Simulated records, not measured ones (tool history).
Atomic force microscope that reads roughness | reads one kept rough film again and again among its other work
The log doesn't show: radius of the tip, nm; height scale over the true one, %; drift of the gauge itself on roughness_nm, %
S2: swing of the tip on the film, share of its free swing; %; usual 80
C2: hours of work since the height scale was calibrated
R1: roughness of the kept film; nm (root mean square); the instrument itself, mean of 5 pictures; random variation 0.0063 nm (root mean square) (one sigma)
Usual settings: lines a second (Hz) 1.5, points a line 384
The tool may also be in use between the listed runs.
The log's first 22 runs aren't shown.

{"hour": 400.2, "done": "new tip fitted"}
{"run": 23, "hour": 409.5, "lines a second (Hz)": 3.33, "S2": 62, "points a line": 551, "pictures with this tip": 10, "C2": 411, "R1": 1.226}
{"run": 24, "hour": 424.6, "lines a second (Hz)": 3.33, "S2": 62, "points a line": 551, "pictures with this tip": 27, "C2": 419, "R1": 1.22}
{"run": 25, "hour": 444.1, "lines a second (Hz)": 3.33, "S2": 72, "points a line": 596, "pictures with this tip": 48, "C2": 430, "R1": 1.179}
{"run": 26, "hour": 466.9, "lines a second (Hz)": 3.33, "S2": 72, "points a line": 596, "pictures with this tip": 72, "C2": 443, "R1": 1.19}
{"hour": 478.3, "done": "new tip fitted"}
{"run": 27, "hour": 484.0, "lines a second (Hz)": 1.98, "S2": 63, "points a line": 384, "pictures with this tip": 6, "C2": 452, "R1": 1.237}
{"run": 28, "hour": 505.4, "lines a second (Hz)": 0.54, "S2": 87, "points a line": 1017, "pictures with this tip": 29, "C2": 464, "R1": 1.254}
{"run": 29, "hour": 526.5, "lines a second (Hz)": 1.39, "S2": 87, "points a line": 374, "pictures with this tip": 52, "C2": 476, "R1": 1.191}
{"run": 30, "hour": 545.6, "lines a second (Hz)": 2.31, "S2": 87, "points a line": 1020, "pictures with this tip": 73, "C2": 487, "R1": 1.152}
{"hour": 556.8, "done": "new tip fitted"}
{"run": 31, "hour": 562.4, "lines a second (Hz)": 2.31, "S2": 87, "points a line": 1020, "pictures with this tip": 6, "C2": 496, "R1": 1.151}
{"run": 32, "hour": 585.8, "lines a second (Hz)": 2.31, "S2": 87, "points a line": 1020, "pictures with this tip": 32, "C2": 509, "R1": 1.133}
{"run": 33, "hour": 602.1, "lines a second (Hz)": 2.31, "S2": 87, "points a line": 1020, "pictures with this tip": 49, "C2": 518, "R1": 1.147}
{"run": 34, "hour": 613.1, "lines a second (Hz)": 1.7, "S2": 87, "points a line": 448, "pictures with this tip": 61, "C2": 524, "R1": 1.177}
{"hour": 635.2, "done": "new tip fitted"}
{"run": 35, "hour": 638.3, "lines a second (Hz)": 1.86, "S2": 69, "points a line": 264, "pictures with this tip": 3, "C2": 538, "R1": 1.216}
{"run": 36, "hour": 651.0, "lines a second (Hz)": 0.7, "S2": 75, "points a line": 384, "pictures with this tip": 17, "C2": 545, "R1": 1.245}
{"run": 37, "hour": 676.4, "lines a second (Hz)": 0.7, "S2": 75, "points a line": 384, "pictures with this tip": 44, "C2": 559, "R1": 1.258}
{"run": 38, "hour": 697.6, "lines a second (Hz)": 0.54, "S2": 80, "points a line": 689, "pictures with this tip": 67, "C2": 571, "R1": 1.256}
{"hour": 713.4, "done": "new tip fitted"}
{"run": 39, "hour": 717.6, "lines a second (Hz)": 0.54, "S2": 80, "points a line": 689, "pictures with this tip": 4, "C2": 582, "R1": 1.248}

5 ways to go on from here, each from the tool as it stands after run 39. What would each give?
{"run": "A", "hour": 729.2, "lines a second (Hz)": 1.5, "S2": 80, "points a line": 445, "pictures with this tip": 17, "C2": 589, "R1": "?"}
{"run": "B", "hour": 729.2, "lines a second (Hz)": 1.6, "S2": 70, "points a line": 384, "pictures with this tip": 17, "C2": 589, "R1": "?"}
{"run": "C", "hour": 729.2, "lines a second (Hz)": 0.54, "S2": 80, "points a line": 331, "pictures with this tip": 17, "C2": 589, "R1": "?"}
{"run": "D", "hour": 729.2, "lines a second (Hz)": 0.53, "S2": 80, "points a line": 689, "pictures with this tip": 17, "C2": 589, "R1": "?"}
{"run": "E", "hour": 729.2, "lines a second (Hz)": 0.54, "S2": 80, "points a line": 544, "pictures with this tip": 17, "C2": 589, "R1": "?"}

run=A R1=1.206
run=B R1=1.231
run=C R1=1.253
run=D R1=1.254
run=E R1=1.25
Without the tool's hidden state the same runs would have given:
run=A R1=1.207
run=B R1=1.232
run=C R1=1.255
run=D R1=1.255
run=E R1=1.251

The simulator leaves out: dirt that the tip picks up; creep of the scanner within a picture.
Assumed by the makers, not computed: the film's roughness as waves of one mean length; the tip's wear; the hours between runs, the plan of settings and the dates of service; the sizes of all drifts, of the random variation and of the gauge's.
